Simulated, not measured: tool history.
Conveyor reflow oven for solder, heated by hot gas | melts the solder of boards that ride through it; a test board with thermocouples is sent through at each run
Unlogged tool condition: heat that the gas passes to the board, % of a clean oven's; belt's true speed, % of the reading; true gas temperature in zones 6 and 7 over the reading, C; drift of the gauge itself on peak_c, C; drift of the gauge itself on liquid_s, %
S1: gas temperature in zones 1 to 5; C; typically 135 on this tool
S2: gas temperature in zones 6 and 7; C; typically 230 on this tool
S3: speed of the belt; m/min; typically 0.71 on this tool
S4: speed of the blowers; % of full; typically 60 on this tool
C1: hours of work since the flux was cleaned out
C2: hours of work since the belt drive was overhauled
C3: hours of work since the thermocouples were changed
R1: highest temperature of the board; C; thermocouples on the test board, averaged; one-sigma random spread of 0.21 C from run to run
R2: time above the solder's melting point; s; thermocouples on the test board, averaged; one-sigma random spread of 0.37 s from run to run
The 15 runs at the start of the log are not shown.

run	hour	S1	S2	S3	S4	C1	C2	C3	R1	R2
16	277.1	139	245	0.71	74	152	541	220	229.7	59.3
17	303.5	126	218	0.71	74	165	554	234	204	37
18	320.7	121	230	0.812	60	174	563	242	205.3	31.3
19	344.2	121	230	0.812	60	186	575	254	205.8	31.2
20	359.2	121	230	0.575	60	193	582	262	217.7	59.9
21	370.5	150	230	0.575	51	199	588	267	219.8	72.3
22	382.4	125	243	0.697	60	205	594	273	223.7	52.5
23	396.5	125	243	0.574	50	212	601	280	228.2	67.4
24	419.8	147	234	0.71	60	224	613	292	218.9	55.6
25	432.6	147	234	0.71	60	230	619	299	218.8	56.1
26	445.1	135	230	0.811	52	236	626	305	206.3	35.2
# hour 454.3: flux residue cleaned out of gas plates and filters
27	467.6	135	243	0.71	60	7	634	314	225.9	57
28	486.9	135	243	0.71	60	16	644	323	225.9	56.6
29	513.4	135	243	0.71	60	30	657	337	226.1	56.3
30	525.5	135	230	0.71	73	36	664	343	216.8	51.2

Forecast each of these 3 alternatives for the next run:
A	551.6	143	244	0.736	60	49	677	356	?	?
B	551.6	146	235	0.71	75	49	677	356	?	?
C	551.6	148	230	0.671	53	49	677	356	?	?

run	R1	R2
A	227	57.1
B	223.2	58.5
C	217.2	58.3
Had the tool no hidden state, the same runs would have come out as:
run	R1	R2
A	226	55.6
B	222.3	56.9
C	216.2	56.6

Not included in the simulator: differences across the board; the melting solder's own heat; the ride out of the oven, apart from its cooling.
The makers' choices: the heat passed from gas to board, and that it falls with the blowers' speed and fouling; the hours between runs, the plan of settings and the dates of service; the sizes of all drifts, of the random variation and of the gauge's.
